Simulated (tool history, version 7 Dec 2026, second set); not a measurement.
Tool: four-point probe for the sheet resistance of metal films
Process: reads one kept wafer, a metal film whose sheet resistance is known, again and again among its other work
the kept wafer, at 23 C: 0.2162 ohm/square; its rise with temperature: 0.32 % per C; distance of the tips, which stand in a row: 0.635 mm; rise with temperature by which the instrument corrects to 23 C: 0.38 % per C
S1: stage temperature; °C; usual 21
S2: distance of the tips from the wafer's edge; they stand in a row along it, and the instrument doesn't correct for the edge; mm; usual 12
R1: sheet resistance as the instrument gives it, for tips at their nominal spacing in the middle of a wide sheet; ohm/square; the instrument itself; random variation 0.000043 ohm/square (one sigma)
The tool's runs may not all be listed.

| run | day | S1 | S2 | R1 |
|---|---|---|---|---|
| 1 | 0 | 21 | 12 | 0.214577 |
| 2 | 3.117 | 21 | 12 | 0.214414 |
| 3 | 5.208 | 21 | 11 | 0.214426 |
|  | 6.033 | stage's thermometer calibrated |
| 4 | 7.888 | 21 | 22 | 0.214794 |
| 5 | 12.725 | 21 | 12 | 0.214842 |
| 6 | 15.038 | 21 | 12 | 0.214767 |
| 7 | 20.038 | 21 | 12 | 0.214719 |
| 8 | 22.696 | 21 | 12 | 0.21462 |
| 9 | 27.346 | 21 | 12 | 0.214596 |
| 10 | 32.438 | 35 | 9 | 0.213085 |
| 11 | 34.908 | 32 | 4 | 0.215583 |
| 12 | 39.004 | 32 | 4 | 0.215469 |
| 13 | 43.421 | 24 | 4 | 0.21628 |
| 14 | 46.567 | 24 | 4 | 0.216206 |
| 15 | 51.104 | 26 | 4 | 0.215979 |
|  | 54.371 | new probe head fitted |
| 16 | 54.758 | 27 | 7 | 0.216 |

Forecast each of these 4 alternatives for the next run:
| A | 59.742 | 28 | 32 | ? |
| B | 59.742 | 25 | 34 | ? |
| C | 59.742 | 27 | 8 | ? |
| D | 59.742 | 22 | 66 | ? |

| run | R1 |
|---|---|
| A | 0.214803 |
| B | 0.215194 |
| C | 0.215631 |
| D | 0.215483 |
Without the tool's hidden state the same runs would have given:
| run | R1 |
|---|---|
| A | 0.215653 |
| B | 0.216049 |
| C | 0.216485 |
| D | 0.216342 |

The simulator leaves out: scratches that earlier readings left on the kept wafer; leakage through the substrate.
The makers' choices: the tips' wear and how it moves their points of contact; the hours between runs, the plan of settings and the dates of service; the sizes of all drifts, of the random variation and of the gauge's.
